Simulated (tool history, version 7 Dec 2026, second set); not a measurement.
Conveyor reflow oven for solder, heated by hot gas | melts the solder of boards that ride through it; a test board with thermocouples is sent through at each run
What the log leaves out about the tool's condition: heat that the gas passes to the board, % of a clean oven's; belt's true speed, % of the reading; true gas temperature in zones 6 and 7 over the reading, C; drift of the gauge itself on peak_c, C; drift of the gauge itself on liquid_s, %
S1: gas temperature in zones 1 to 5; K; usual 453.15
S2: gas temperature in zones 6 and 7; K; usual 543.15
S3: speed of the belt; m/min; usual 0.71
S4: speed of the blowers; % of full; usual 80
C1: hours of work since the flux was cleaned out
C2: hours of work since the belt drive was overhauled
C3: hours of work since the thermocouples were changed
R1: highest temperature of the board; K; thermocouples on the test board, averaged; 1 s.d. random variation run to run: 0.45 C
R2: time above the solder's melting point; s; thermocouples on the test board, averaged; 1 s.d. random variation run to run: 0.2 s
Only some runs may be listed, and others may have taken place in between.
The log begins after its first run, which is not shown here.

Run 2, hour 19.2: usual settings; C1 153; C2 88; C3 153. Result: R1 530.85 K, R2 49 s.
Run 3, hour 49: usual settings but S2 544.15 K; C1 168; C2 104; C3 168. Result: R1 531.15 K, R2 49.1 s.
Run 4, hour 73.8: usual settings but S2 550.15 K; C1 181; C2 116; C3 181. Result: R1 536.45 K, R2 51.3 s.
Run 5, hour 97.8: usual settings but S2 550.15 K; C1 193; C2 128; C3 193. Result: R1 537.05 K, R2 51.1 s.
Run 6, hour 122.6: usual settings; C1 206; C2 141; C3 206. Result: R1 530.05 K, R2 48.6 s.
Run 7, hour 135.9: usual settings but S3 0.68 m/min; C1 212; C2 148; C3 212. Result: R1 530.85 K, R2 51.8 s.
Run 8, hour 153.2: usual settings but S3 0.68 m/min; C1 221; C2 157; C3 221. Result: R1 530.85 K, R2 51.4 s.
Run 9, hour 170.9: usual settings; C1 230; C2 166; C3 230. Result: R1 529.55 K, R2 48.7 s.
Run 10, hour 193.7: usual settings but S3 0.811 m/min; C1 242; C2 177; C3 242. Result: R1 524.75 K, R2 39.9 s.
Run 11, hour 215.1: usual settings; C1 253; C2 188; C3 253. Result: R1 529.55 K, R2 48.8 s.
Run 12, hour 236.8: usual settings; C1 264; C2 199; C3 264. Result: R1 529.25 K, R2 48.3 s.
At hour 243.5: belt drive overhauled, speed set with a stopwatch.
Run 13, hour 269.8: usual settings but S4 61 % of full; C1 279; C2 13; C3 279. Result: R1 524.15 K, R2 45.1 s.
Run 14, hour 283.9: usual settings but S4 61 % of full; C1 286; C2 21; C3 286. Result: R1 524.65 K, R2 45.1 s.
Run 15, hour 307.8: usual settings but S4 61 % of full; C1 298; C2 33; C3 298. Result: R1 525.05 K, R2 45.1 s.
Run 16, hour 323: usual settings but S1 460.15 K, S2 532.15 K; C1 306; C2 41; C3 306. Result: R1 519.75 K, R2 46.1 s.
Run 17, hour 341.5: usual settings but S2 540.15 K, S4 79 % of full; C1 315; C2 50; C3 315. Result: R1 525.15 K, R2 46.7 s.
Run 18, hour 363.5: usual settings but S2 540.15 K, S4 79 % of full; C1 326; C2 61; C3 326. Result: R1 526.05 K, R2 46.4 s.
Run 19, hour 381.7: usual settings but S1 445.15 K, S2 548.15 K; C1 336; C2 70; C3 336. Result: R1 531.95 K, R2 47.2 s.
Run 20, hour 398.6: usual settings but S1 446.15 K, S3 0.606 m/min, S4 67 % of full; C1 344; C2 79; C3 344. Result: R1 529.45 K, R2 55.2 s.

Estimate the outcome of run 21 from the log above:
Run 21, hour 416.3: usual settings but S1 446.15 K, S2 546.15 K, S3 0.606 m/min, S4 66 % of full; C1 353; C2 88; C3 353. Result: R1 ?, R2 ?.

R1: 532.25 K
R2: 56.2 s
Minus the tool's unlogged condition, the same run would have read R1 535.55 K, R2 58.1 s.
